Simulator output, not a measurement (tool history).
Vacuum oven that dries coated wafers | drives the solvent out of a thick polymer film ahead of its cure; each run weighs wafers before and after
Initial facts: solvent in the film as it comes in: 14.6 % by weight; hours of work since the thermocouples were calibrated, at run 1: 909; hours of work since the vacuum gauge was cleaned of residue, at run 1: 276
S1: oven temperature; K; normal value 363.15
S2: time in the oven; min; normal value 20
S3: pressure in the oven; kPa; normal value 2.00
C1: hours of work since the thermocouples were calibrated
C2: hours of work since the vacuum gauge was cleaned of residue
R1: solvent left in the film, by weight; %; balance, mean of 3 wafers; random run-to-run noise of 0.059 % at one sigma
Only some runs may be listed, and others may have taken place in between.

| run | hour | S1 | S2 | S3 | C1 | C2 | R1 |
|---|---|---|---|---|---|---|---|
| 1 | 0.0 | 363.15 | 20 | 2.00 | 909 | 276 | 3.25 |
| 2 | 7.7 | 363.15 | 20 | 4.27 | 914 | 280 | 6.06 |
| 3 | 18.7 | 363.15 | 20 | 4.27 | 920 | 287 | 5.93 |
| 4 | 28.9 | 363.15 | 20 | 4.27 | 926 | 293 | 5.84 |
| 5 | 37.8 | 363.15 | 20 | 4.27 | 932 | 298 | 5.90 |
| 6 | 44.8 | 363.15 | 20 | 4.27 | 936 | 303 | 5.86 |
| 7 | 57.5 | 363.15 | 20 | 4.27 | 944 | 310 | 5.94 |
| 8 | 66.4 | 363.15 | 20 | 4.27 | 949 | 316 | 5.94 |
| 9 | 78.5 | 363.15 | 20 | 4.27 | 956 | 323 | 6.00 |
| 10 | 90.6 | 363.15 | 20 | 2.00 | 964 | 330 | 3.24 |
| 11 | 102.3 | 363.15 | 20 | 2.00 | 971 | 337 | 3.29 |
| 12 | 112.2 | 363.15 | 20 | 2.00 | 977 | 343 | 3.37 |
| 13 | 118.2 | 363.15 | 20 | 2.00 | 980 | 347 | 3.35 |
| 14 | 130.9 | 363.15 | 20 | 6.70 | 988 | 355 | 8.64 |
| 15 | 139.2 | 363.15 | 20 | 6.70 | 993 | 360 | 8.68 |
| 16 | 145.6 | 363.15 | 20 | 6.70 | 997 | 364 | 8.41 |
| 17 | 152.4 | 363.15 | 20 | 3.82 | 1001 | 368 | 5.48 |
| 18 | 160.5 | 363.15 | 20 | 3.82 | 1006 | 373 | 5.34 |
| 19 | 171.7 | 363.15 | 20 | 2.00 | 1013 | 379 | 3.33 |
| 20 | 179.4 | 363.15 | 20 | 2.00 | 1017 | 384 | 3.30 |
| 21 | 189.7 | 363.15 | 20 | 2.00 | 1023 | 390 | 3.34 |
| 22 | 201.4 | 363.15 | 20 | 2.00 | 1031 | 397 | 3.21 |
| 23 | 208.0 | 363.15 | 20 | 2.00 | 1035 | 401 | 3.30 |
| 24 | 216.8 | 363.15 | 10 | 5.09 | 1040 | 407 | 8.34 |
| 25 | 225.5 | 363.15 | 10 | 5.09 | 1045 | 412 | 8.29 |
| 26 | 233.0 | 363.15 | 10 | 5.09 | 1050 | 416 | 8.25 |
| 27 | 245.9 | 363.15 | 18 | 1.69 | 1057 | 424 | 3.10 |
| 28 | 256.2 | 358.15 | 33 | 2.00 | 1064 | 430 | 3.35 |
| 29 | 268.3 | 355.15 | 23 | 2.00 | 1071 | 438 | 4.67 |
| 30 | 273.7 | 355.15 | 23 | 2.00 | 1074 | 441 | 4.67 |
| 31 | 285.8 | 350.15 | 13 | 1.51 | 1082 | 448 | 7.16 |
| 32 | 292.3 | 350.15 | 13 | 1.51 | 1086 | 452 | 7.06 |
| 33 | 301.5 | 367.15 | 17 | 3.40 | 1091 | 458 | 4.31 |
| 34 | 314.2 | 367.15 | 17 | 3.40 | 1099 | 466 | 4.42 |
| 35 | 323.3 | 367.15 | 17 | 3.40 | 1104 | 471 | 4.43 |
| 36 | 335.7 | 367.15 | 31 | 5.76 | 1112 | 478 | 6.12 |
| 37 | 341.4 | 376.15 | 31 | 5.76 | 1115 | 482 | 4.46 |
| 38 | 348.5 | 377.15 | 29 | 7.86 | 1119 | 486 | 5.78 |
| 39 | 357.6 | 356.15 | 29 | 2.00 | 1125 | 492 | 3.93 |
| 40 | 364.8 | 356.15 | 29 | 2.00 | 1129 | 496 | 3.88 |
| 41 | 376.1 | 356.15 | 34 | 2.83 | 1136 | 503 | 4.96 |
| 42 | 384.3 | 375.15 | 19 | 1.32 | 1141 | 508 | 1.14 |
| 43 | 395.3 | 377.15 | 23 | 1.32 | 1148 | 515 | 0.96 |
| 44 | 407.5 | 377.15 | 23 | 1.32 | 1155 | 522 | 1.04 |
| 45 | 420.4 | 369.15 | 27 | 3.13 | 1163 | 530 | 3.15 |
| 46 | 431.2 | 369.15 | 27 | 3.13 | 1169 | 536 | 3.20 |

Forecast each of these 3 alternatives for the next run:
| A | 442.7 | 369.15 | 13 | 3.13 | 1176 | 543 | ? |
| B | 442.7 | 350.15 | 20 | 2.00 | 1176 | 543 | ? |
| C | 442.7 | 367.15 | 20 | 2.00 | 1176 | 543 | ? |

| run | R1 |
|---|---|
| A | 4.14 |
| B | 6.49 |
| C | 2.67 |
Had the tool no hidden state, the same runs would have come out as:
| run | R1 |
|---|---|
| A | 4.12 |
| B | 6.47 |
| C | 2.66 |

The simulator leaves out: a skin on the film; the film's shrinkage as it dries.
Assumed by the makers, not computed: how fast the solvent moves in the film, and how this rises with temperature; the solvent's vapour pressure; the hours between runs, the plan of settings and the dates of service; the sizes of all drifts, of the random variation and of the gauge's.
